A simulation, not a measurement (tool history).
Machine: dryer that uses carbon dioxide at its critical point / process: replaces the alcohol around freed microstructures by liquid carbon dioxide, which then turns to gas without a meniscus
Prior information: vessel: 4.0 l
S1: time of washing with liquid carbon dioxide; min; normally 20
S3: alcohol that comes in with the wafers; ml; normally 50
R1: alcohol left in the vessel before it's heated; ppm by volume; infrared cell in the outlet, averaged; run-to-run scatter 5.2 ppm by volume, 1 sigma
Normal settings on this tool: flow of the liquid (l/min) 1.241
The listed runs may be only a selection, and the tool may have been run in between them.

Run 1, hour 0: usual settings. Result: R1 236 ppm by volume.
Run 2, hour 38.8: usual settings. Result: R1 261 ppm by volume.
Run 3, hour 57.9: usual settings. Result: R1 250 ppm by volume.
At hour 69.9: inlet filter changed.
Run 4, hour 81.9: usual settings but S3 31 ml. Result: R1 160 ppm by volume.
Run 5, hour 112.5: usual settings but S1 15 min. Result: R1 409 ppm by volume.
Run 6, hour 143.1: usual settings but S1 15 min. Result: R1 405 ppm by volume.
Run 7, hour 178.5: usual settings but S1 15 min. Result: R1 421 ppm by volume.
Run 8, hour 208.3: usual settings but S1 15 min. Result: R1 428 ppm by volume.
Run 9, hour 226.1: usual settings but S1 15 min. Result: R1 435 ppm by volume.
Run 10, hour 262.4: usual settings but S1 21 min. Result: R1 197 ppm by volume.
Run 11, hour 289.5: usual settings but S1 21 min, flow of the liquid (l/min) 1.98. Result: R1 134 ppm by volume.
Run 12, hour 317: usual settings but S1 21 min, flow of the liquid (l/min) 1.98. Result: R1 133 ppm by volume.
Run 13, hour 346.1: usual settings but S1 21 min, flow of the liquid (l/min) 1.97, S3 84 ml. Result: R1 141 ppm by volume.
Run 14, hour 364.9: usual settings but S1 14 min, flow of the liquid (l/min) 0.84, S3 108 ml. Result: R1 3026 ppm by volume.
Run 15, hour 404.1: usual settings but flow of the liquid (l/min) 1.03, S3 35 ml. Result: R1 315 ppm by volume.
Run 16, hour 435.1: usual settings but S1 17 min, flow of the liquid (l/min) 1.52, S3 87 ml. Result: R1 316 ppm by volume.
Run 17, hour 464.1: usual settings but S1 17 min, flow of the liquid (l/min) 1.52, S3 87 ml. Result: R1 327 ppm by volume.
Run 18, hour 505.2: usual settings but S1 18 min, flow of the liquid (l/min) 1.83, S3 23 ml. Result: R1 159 ppm by volume.
Run 19, hour 545.1: usual settings but S1 31 min, flow of the liquid (l/min) 0.77. Result: R1 311 ppm by volume.
Run 20, hour 580.6: usual settings but S1 31 min, flow of the liquid (l/min) 0.77. Result: R1 312 ppm by volume.
Run 21, hour 611.8: usual settings but flow of the liquid (l/min) 1.16. Result: R1 357 ppm by volume.
At hour 618.3: inlet filter changed.
Run 22, hour 630.1: usual settings but S1 13 min, flow of the liquid (l/min) 1.16. Result: R1 730 ppm by volume.
Run 23, hour 653.8: usual settings but S1 15 min, flow of the liquid (l/min) 0.98. Result: R1 779 ppm by volume.
Run 24, hour 672.7: usual settings but S1 15 min, flow of the liquid (l/min) 0.98. Result: R1 808 ppm by volume.

For some of the steps in R1 from one run to the next: how much would appear even if the tool had no hidden state, given the settings, what came in and random variation, and how much remains for the hidden state plus any gauge scatter that the measured result and the result without hidden state don't share?
Hidden state at play: flow that reaches the vessel past the clogged filter, %; alcohol in the recycled carbon dioxide, ppm; drift of the gauge itself on alcohol_ppm, %.
Run 13 -> 14: S1 21 -> 14, flow of the liquid (l/min) 1.97 -> 0.84, S3 84 -> 108. R1 +2885 ppm by volume: hidden state +463, all else +2422.
Run 14 -> 15: S1 14 -> 20, flow of the liquid (l/min) 0.84 -> 1.03, S3 108 -> 35. R1 -2711 ppm by volume: hidden state -409, all else -2302.

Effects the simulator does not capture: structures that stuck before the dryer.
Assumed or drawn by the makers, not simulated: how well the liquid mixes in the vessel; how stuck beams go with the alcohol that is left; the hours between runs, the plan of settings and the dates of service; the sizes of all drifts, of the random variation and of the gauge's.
